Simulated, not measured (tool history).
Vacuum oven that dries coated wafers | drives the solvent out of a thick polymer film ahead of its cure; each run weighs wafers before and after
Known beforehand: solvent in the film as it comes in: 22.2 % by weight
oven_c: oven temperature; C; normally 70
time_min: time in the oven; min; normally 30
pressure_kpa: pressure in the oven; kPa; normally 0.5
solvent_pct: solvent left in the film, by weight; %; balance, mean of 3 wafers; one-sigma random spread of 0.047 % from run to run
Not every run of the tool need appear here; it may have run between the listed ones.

run 1 day=0 | oven_c=70 time_min=30 pressure_kpa=0.5 | solvent_pct=1.49
run 2 day=3.671 | oven_c=70 time_min=30 pressure_kpa=0.5 | solvent_pct=1.49
run 3 day=7.654 | oven_c=70 time_min=30 pressure_kpa=0.5 | solvent_pct=1.5
run 4 day=11.158 | oven_c=70 time_min=23 pressure_kpa=0.5 | solvent_pct=2.48
run 5 day=13.954 | oven_c=70 time_min=23 pressure_kpa=0.5 | solvent_pct=2.41
run 6 day=16.35 | oven_c=70 time_min=22 pressure_kpa=0.5 | solvent_pct=2.7
run 7 day=18.971 | oven_c=70 time_min=30 pressure_kpa=0.5 | solvent_pct=1.56
run 8 day=20.833 | oven_c=70 time_min=30 pressure_kpa=0.296 | solvent_pct=1.36
run 9 day=24.246 | oven_c=76 time_min=30 pressure_kpa=0.5 | solvent_pct=0.54
run 10 day=26.733 | oven_c=76 time_min=30 pressure_kpa=0.5 | solvent_pct=0.49
run 11 day=29.754 | oven_c=76 time_min=30 pressure_kpa=0.5 | solvent_pct=0.56
run 12 day=33.346 | oven_c=76 time_min=30 pressure_kpa=0.5 | solvent_pct=0.45
run 13 day=37.488 | oven_c=76 time_min=30 pressure_kpa=0.5 | solvent_pct=0.48
-- day=40.567 oven's thermocouples calibrated
run 14 day=41.229 | oven_c=76 time_min=30 pressure_kpa=0.5 | solvent_pct=0.46
run 15 day=44.288 | oven_c=76 time_min=30 pressure_kpa=0.5 | solvent_pct=0.48
run 16 day=47.479 | oven_c=70 time_min=30 pressure_kpa=1.36 | solvent_pct=2.09
run 17 day=50.9 | oven_c=57 time_min=30 pressure_kpa=1.36 | solvent_pct=8.49
run 18 day=54.654 | oven_c=57 time_min=30 pressure_kpa=1.36 | solvent_pct=8.57
run 19 day=56.488 | oven_c=57 time_min=30 pressure_kpa=1.36 | solvent_pct=8.69
run 20 day=60.821 | oven_c=74 time_min=19 pressure_kpa=0.5 | solvent_pct=1.85
run 21 day=63.096 | oven_c=74 time_min=19 pressure_kpa=0.5 | solvent_pct=1.83
run 22 day=64.871 | oven_c=64 time_min=50 pressure_kpa=0.5 | solvent_pct=1.64
run 23 day=67.496 | oven_c=75 time_min=52 pressure_kpa=0.5 | solvent_pct=0.25
run 24 day=69.804 | oven_c=69 time_min=30 pressure_kpa=0.5 | solvent_pct=1.81
run 25 day=73.688 | oven_c=69 time_min=30 pressure_kpa=0.5 | solvent_pct=1.75
run 26 day=76.567 | oven_c=59 time_min=30 pressure_kpa=0.562 | solvent_pct=6.71
run 27 day=80.425 | oven_c=59 time_min=30 pressure_kpa=0.562 | solvent_pct=6.72
run 28 day=83.788 | oven_c=79 time_min=30 pressure_kpa=0.268 | solvent_pct=0.16
run 29 day=86.325 | oven_c=79 time_min=35 pressure_kpa=0.947 | solvent_pct=0.51
run 30 day=90.125 | oven_c=70 time_min=27 pressure_kpa=0.675 | solvent_pct=1.93
run 31 day=92.279 | oven_c=84 time_min=35 pressure_kpa=0.376 | solvent_pct=0.17
run 32 day=95.2 | oven_c=70 time_min=30 pressure_kpa=0.5 | solvent_pct=1.51
run 33 day=98.871 | oven_c=73 time_min=30 pressure_kpa=1.245 | solvent_pct=1.28
run 34 day=101.254 | oven_c=83 time_min=19 pressure_kpa=0.934 | solvent_pct=0.52
run 35 day=104.404 | oven_c=58 time_min=19 pressure_kpa=0.934 | solvent_pct=10.37
run 36 day=106.725 | oven_c=58 time_min=19 pressure_kpa=0.306 | solvent_pct=9.84
run 37 day=110.896 | oven_c=75 time_min=30 pressure_kpa=0.5 | solvent_pct=0.56

Each row is a separate what-if for the run after 37, all from the same tool condition, not one after another. Results?
run A day=114.838 | oven_c=74 time_min=32 pressure_kpa=0.406 | solvent_pct=?
run B day=114.838 | oven_c=70 time_min=39 pressure_kpa=0.285 | solvent_pct=?
run C day=114.838 | oven_c=75 time_min=16 pressure_kpa=0.5 | solvent_pct=?

run=A solvent_pct=0.6
run=B solvent_pct=0.72
run=C solvent_pct=2.29
Had the tool no hidden state, the same runs would have come out as:
run=A solvent_pct=0.59
run=B solvent_pct=0.71
run=C solvent_pct=2.3

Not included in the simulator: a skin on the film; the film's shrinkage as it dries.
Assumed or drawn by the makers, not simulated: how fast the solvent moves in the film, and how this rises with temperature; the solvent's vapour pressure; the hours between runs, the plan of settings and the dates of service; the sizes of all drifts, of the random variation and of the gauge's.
